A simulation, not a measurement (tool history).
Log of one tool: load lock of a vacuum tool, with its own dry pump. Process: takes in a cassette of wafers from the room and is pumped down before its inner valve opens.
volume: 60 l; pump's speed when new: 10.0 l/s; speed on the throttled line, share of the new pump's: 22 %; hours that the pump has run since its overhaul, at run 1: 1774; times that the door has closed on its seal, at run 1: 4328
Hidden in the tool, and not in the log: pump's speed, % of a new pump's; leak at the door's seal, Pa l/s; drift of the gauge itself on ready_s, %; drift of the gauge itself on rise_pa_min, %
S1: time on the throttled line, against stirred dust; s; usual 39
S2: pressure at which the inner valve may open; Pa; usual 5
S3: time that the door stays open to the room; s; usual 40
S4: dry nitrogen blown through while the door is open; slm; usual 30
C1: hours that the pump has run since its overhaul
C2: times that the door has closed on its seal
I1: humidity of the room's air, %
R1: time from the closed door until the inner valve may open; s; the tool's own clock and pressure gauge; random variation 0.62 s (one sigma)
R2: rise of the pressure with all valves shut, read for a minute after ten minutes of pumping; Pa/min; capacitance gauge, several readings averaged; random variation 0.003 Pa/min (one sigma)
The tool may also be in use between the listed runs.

run	hour	S1	S2	S3	S4	C1	C2	I1	R1	R2
1	0.0	39	5	40	30	1774	4328	45.4	91.3	0.039
2	128.9	39	5	40	30	1903	4680	45.5	92.4	0.038
3	271.1	39	4	40	30	2045	5069	45.3	93.5	0.040
4	380.9	39	5	86	30	2155	5369	44.8	92.8	0.044
5	494.8	39	5	86	30	2269	5681	47.1	92.1	0.052
6	589.8	39	4	40	30	2364	5940	48.2	95.0	0.044
7	729.4	39	5	40	30	2503	6322	47.3	92.1	0.045
8	815.9	29	5	84	7	2590	6558	45.5	84.4	0.069
9	945.1	40	9	84	4	2719	6911	45.2	88.3	0.080
10	1004.7	48	9	40	30	2779	7074	46.6	96.1	0.046

Run 11 comes next. What will it give?
11	1093.2	31	7	127	30	2867	7316	44.0	?	?

R1: 84.3 s
R2: 0.055 Pa/min
Without the tool's hidden state the same run would have given R1 82.5 s, R2 0.042 Pa/min.

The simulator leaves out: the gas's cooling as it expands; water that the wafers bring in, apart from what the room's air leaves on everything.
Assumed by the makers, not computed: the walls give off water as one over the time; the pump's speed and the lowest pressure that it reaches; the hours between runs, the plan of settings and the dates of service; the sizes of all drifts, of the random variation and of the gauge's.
